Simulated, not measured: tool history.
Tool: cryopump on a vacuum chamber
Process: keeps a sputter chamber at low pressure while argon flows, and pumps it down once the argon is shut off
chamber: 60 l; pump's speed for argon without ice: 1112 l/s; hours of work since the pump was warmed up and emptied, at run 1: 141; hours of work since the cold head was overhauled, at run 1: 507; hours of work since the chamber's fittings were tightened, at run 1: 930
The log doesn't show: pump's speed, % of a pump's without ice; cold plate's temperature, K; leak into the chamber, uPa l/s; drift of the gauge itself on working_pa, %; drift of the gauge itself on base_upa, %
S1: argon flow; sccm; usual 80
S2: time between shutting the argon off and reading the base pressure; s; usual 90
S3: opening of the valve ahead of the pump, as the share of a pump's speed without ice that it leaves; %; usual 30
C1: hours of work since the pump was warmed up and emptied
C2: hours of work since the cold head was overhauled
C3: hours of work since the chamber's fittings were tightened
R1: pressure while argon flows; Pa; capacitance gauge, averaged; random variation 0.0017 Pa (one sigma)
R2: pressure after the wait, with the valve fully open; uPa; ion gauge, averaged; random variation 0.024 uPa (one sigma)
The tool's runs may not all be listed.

run	hour	S1	S2	S3	C1	C2	C3	R1	R2
1	0	80	90	30	141	507	930	0.4166	1.23
2	18.1	80	90	30	151	517	939	0.4145	1.32
3	38.2	80	115	30	162	527	950	0.4177	1.16
4	58.8	80	33	30	173	538	961	0.4182	2.28
5	81.7	80	90	30	185	551	973	0.4149	1.31
6	98.3	80	90	30	194	559	982	0.4201	1.29
7	109.6	91	90	30	200	565	988	0.4787	1.34
8	127.1	80	90	30	209	575	998	0.4226	1.31
9	150.7	80	90	30	222	587	1010	0.4251	1.33
10	162.4	80	90	30	228	594	1017	0.4278	1.36
11	183.4	80	90	30	239	605	1028	0.422	1.34
12	198.3	80	90	30	247	613	1036	0.4264	1.38
13	219.5	80	155	30	259	624	1047	0.4258	1.14
14	230.2	80	155	30	265	630	1053	0.4243	1.12
15	247.8	80	54	30	274	639	1062	0.4261	1.72
16	271.2	80	54	30	286	652	1075	0.4299	1.81
17	285.4	116	90	30	294	659	1082	0.6201	1.46
18	304.2	145	90	30	304	669	1092	0.7792	1.39
19	316.2	145	90	30	310	676	1099	0.7776	1.39
20	336.5	133	269	45	321	687	1110	0.4926	1.03
21	351	80	90	35	329	695	1117	0.3719	1.43
22	369.2	80	227	30	339	704	1127	0.4348	1.09
23	383.4	80	227	30	346	712	1135	0.4321	1.11
# hour 399.6: pump warmed up, emptied and cooled again
24	401.2	56	69	43	1	719	1141	0.1999	1.5
25	417.9	80	21	30	10	728	1150	0.4077	3.24
26	437.4	54	174	30	20	738	1161	0.2747	0.99
27	448.3	80	164	19	26	744	1167	0.6454	1.07
28	462.6	80	120	19	34	752	1174	0.6448	1.16
29	485.3	35	49	57	46	764	1186	0.0949	1.87
30	508.7	80	90	39	58	776	1199	0.3176	1.33
31	526.7	80	90	39	68	786	1209	0.3176	1.27
32	544.2	33	32	24	77	795	1218	0.2125	2.46
33	566.8	33	32	24	89	807	1230	0.2121	2.44
34	580.2	72	299	30	97	814	1237	0.3716	0.98
35	603.4	80	106	30	109	827	1250	0.4129	1.27

Forecast each of these 3 alternatives for the next run:
A	618.5	80	41	30	117	835	1258	?	?
B	618.5	80	90	34	117	835	1258	?	?
C	618.5	47	230	32	117	835	1258	?	?

run	R1	R2
A	0.4151	2.16
B	0.3671	1.36
C	0.2306	1.05
Without the tool's hidden state the same runs would have given:
run	R1	R2
A	0.4052	1.62
B	0.3572	0.84
C	0.2247	0.52

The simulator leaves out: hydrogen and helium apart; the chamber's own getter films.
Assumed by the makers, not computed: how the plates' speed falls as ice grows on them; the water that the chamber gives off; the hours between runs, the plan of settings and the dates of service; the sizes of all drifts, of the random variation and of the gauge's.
